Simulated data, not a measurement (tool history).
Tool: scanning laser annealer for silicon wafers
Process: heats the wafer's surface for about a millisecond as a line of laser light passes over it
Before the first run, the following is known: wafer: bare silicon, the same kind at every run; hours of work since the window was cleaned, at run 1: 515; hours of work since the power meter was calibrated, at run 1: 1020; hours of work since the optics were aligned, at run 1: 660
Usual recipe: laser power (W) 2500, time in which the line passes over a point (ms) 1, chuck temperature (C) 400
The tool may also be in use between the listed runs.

| run | day | laser power (W) | time in which the line passes over a point (ms) | chuck temperature (C) | hours of work since the window was cleaned | hours of work since the power meter was calibrated | hours of work since the optics were aligned | highest temperature of the surface (C) |
|---|---|---|---|---|---|---|---|---|
| 1 | 0 | 2500 | 1 | 400 | 515 | 1020 | 660 | 1221 |
| 2 | 1.533 | 2500 | 0.73 | 400 | 538 | 1043 | 683 | 1087 |
| 3 | 2.454 | 2500 | 0.73 | 400 | 551 | 1057 | 696 | 1086 |
| 4 | 3.958 | 2500 | 0.73 | 400 | 574 | 1080 | 719 | 1087 |
| 5 | 4.8 | 2500 | 1 | 400 | 587 | 1092 | 732 | 1215 |
| 6 | 6.283 | 2500 | 1 | 400 | 609 | 1115 | 754 | 1218 |
| 7 | 7.675 | 2500 | 1 | 400 | 630 | 1135 | 775 | 1215 |
| 8 | 9.592 | 2500 | 1 | 400 | 658 | 1164 | 803 | 1214 |
| 9 | 11.475 | 2500 | 1 | 400 | 687 | 1192 | 832 | 1215 |
| 10 | 12.671 | 2500 | 1 | 434 | 704 | 1210 | 849 | 1247 |
| 11 | 14.125 | 2500 | 1 | 434 | 726 | 1232 | 871 | 1249 |
| 12 | 15.638 | 2500 | 1 | 376 | 749 | 1255 | 894 | 1187 |
| 13 | 17.288 | 2500 | 1 | 376 | 774 | 1279 | 918 | 1188 |
| 14 | 18.175 | 2500 | 0.78 | 400 | 787 | 1293 | 932 | 1107 |
| 15 | 19.442 | 2241 | 0.91 | 434 | 806 | 1312 | 951 | 1112 |
| 16 | 21.242 | 2428 | 0.97 | 365 | 833 | 1338 | 978 | 1135 |
| 17 | 23.175 | 2199 | 0.98 | 375 | 862 | 1367 | 1007 | 1069 |
| 18 | 24.088 | 2199 | 1.09 | 375 | 875 | 1381 | 1020 | 1112 |
|  | 24.583 | window over the wafer cleaned |
| 19 | 25.092 | 2128 | 1 | 400 | 8 | 1395 | 1034 | 1086 |
| 20 | 26.121 | 2128 | 1 | 400 | 23 | 1410 | 1049 | 1089 |
| 21 | 26.962 | 2128 | 1 | 400 | 36 | 1423 | 1062 | 1087 |
| 22 | 28.125 | 2159 | 0.84 | 400 | 53 | 1440 | 1079 | 1035 |
| 23 | 29.104 | 2159 | 0.84 | 400 | 68 | 1455 | 1094 | 1033 |
| 24 | 30.192 | 2159 | 0.84 | 400 | 84 | 1471 | 1110 | 1036 |
|  | 31.654 | optics aligned, line set to its width |
| 25 | 31.654 | 2658 | 0.98 | 396 | 103 | 1490 | 0 | 1285 |
| 26 | 32.788 | 2658 | 0.98 | 396 | 120 | 1507 | 17 | 1285 |
| 27 | 34.538 | 2209 | 1.2 | 400 | 146 | 1533 | 43 | 1207 |
| 28 | 35.721 | 2504 | 0.96 | 411 | 164 | 1551 | 61 | 1232 |

Predict each of these 5 candidate next runs independently; none follows another, all start after run 28:
| A | 37.288 | 2510 | 1 | 371 | 187 | 1574 | 84 | ? |
| B | 37.288 | 2500 | 0.85 | 400 | 187 | 1574 | 84 | ? |
| C | 37.288 | 2598 | 0.93 | 400 | 187 | 1574 | 84 | ? |
| D | 37.288 | 2413 | 1 | 386 | 187 | 1574 | 84 | ? |
| E | 37.288 | 2335 | 1.06 | 374 | 187 | 1574 | 84 | ? |

| run | highest temperature of the surface (C) |
|---|---|
| A | 1212 |
| B | 1165 |
| C | 1241 |
| D | 1189 |
| E | 1175 |
With no hidden state in the tool, these same runs would have given:
| run | highest temperature of the surface (C) |
|---|---|
| A | 1209 |
| B | 1162 |
| C | 1238 |
| D | 1186 |
| E | 1172 |

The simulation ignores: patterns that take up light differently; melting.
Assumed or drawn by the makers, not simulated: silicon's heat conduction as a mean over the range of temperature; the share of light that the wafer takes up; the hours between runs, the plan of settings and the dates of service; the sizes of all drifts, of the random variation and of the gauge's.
